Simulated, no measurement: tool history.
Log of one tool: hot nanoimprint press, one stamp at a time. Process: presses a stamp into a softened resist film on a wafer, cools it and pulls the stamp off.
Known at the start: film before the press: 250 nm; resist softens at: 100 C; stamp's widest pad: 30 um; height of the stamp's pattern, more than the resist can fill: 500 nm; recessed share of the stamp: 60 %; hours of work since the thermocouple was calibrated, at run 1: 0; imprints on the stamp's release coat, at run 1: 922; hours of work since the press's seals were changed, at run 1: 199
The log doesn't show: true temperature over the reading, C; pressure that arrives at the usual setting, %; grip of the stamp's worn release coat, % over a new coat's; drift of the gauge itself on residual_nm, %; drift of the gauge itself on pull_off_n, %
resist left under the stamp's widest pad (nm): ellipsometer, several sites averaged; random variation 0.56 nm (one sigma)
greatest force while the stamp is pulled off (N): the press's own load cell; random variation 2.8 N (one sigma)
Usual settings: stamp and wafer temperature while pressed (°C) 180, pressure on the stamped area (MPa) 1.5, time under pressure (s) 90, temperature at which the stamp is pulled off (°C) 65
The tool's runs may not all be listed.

| run | hour | stamp and wafer temperature while pressed (°C) | pressure on the stamped area (MPa) | time under pressure (s) | temperature at which the stamp is pulled off (°C) | hours of work since the thermocouple was calibrated | imprints on the stamp's release coat | hours of work since the press's seals were changed | resist left under the stamp's widest pad (nm) | greatest force while the stamp is pulled off (N) |
|---|---|---|---|---|---|---|---|---|---|---|
| 1 | 0 | 180 | 1.5 | 90 | 65 | 0 | 922 | 199 | 120.4 | 189 |
| 2 | 20.2 | 180 | 1.5 | 90 | 65 | 12 | 964 | 210 | 120.2 | 193 |
| 3 | 47.6 | 180 | 2.17 | 90 | 65 | 27 | 1023 | 226 | 103.6 | 189 |
| 4 | 63.6 | 180 | 2.17 | 90 | 65 | 37 | 1057 | 235 | 103.7 | 199 |
| 5 | 86.1 | 180 | 2.17 | 90 | 65 | 49 | 1104 | 248 | 104 | 191 |
| 6 | 115.6 | 180 | 1.5 | 90 | 65 | 66 | 1167 | 265 | 121.5 | 199 |
| 7 | 131.1 | 175 | 1.5 | 90 | 65 | 75 | 1200 | 274 | 138.2 | 196 |
|  | 166.6 | stamp cleaned and given a new release coat |
| 8 | 167.9 | 175 | 1.5 | 90 | 65 | 93 | 3 | 292 | 139.1 | 170 |
| 9 | 183.1 | 175 | 1.5 | 90 | 65 | 102 | 35 | 300 | 139.7 | 174 |
| 10 | 213.1 | 180 | 1.5 | 144 | 65 | 119 | 99 | 318 | 100.9 | 174 |
| 11 | 231.2 | 180 | 1.5 | 90 | 55 | 129 | 137 | 328 | 121.4 | 205 |
| 12 | 247.3 | 180 | 1.5 | 90 | 55 | 139 | 172 | 337 | 122.3 | 213 |
| 13 | 261 | 180 | 1.5 | 90 | 55 | 146 | 200 | 345 | 122.3 | 207 |
| 14 | 282.7 | 180 | 1.5 | 90 | 55 | 159 | 247 | 358 | 123.5 | 206 |

Forecast run 15:
| 15 | 301.4 | 180 | 1.5 | 90 | 55 | 170 | 286 | 368 | ? | ? |

{"run 15": {"resist left under the stamp's widest pad (nm)": 122, "greatest force while the stamp is pulled off (N)": 213}}
Without the tool's hidden state the same run would have given resist left under the stamp's widest pad (nm) 119.1, greatest force while the stamp is pulled off (N) 204.
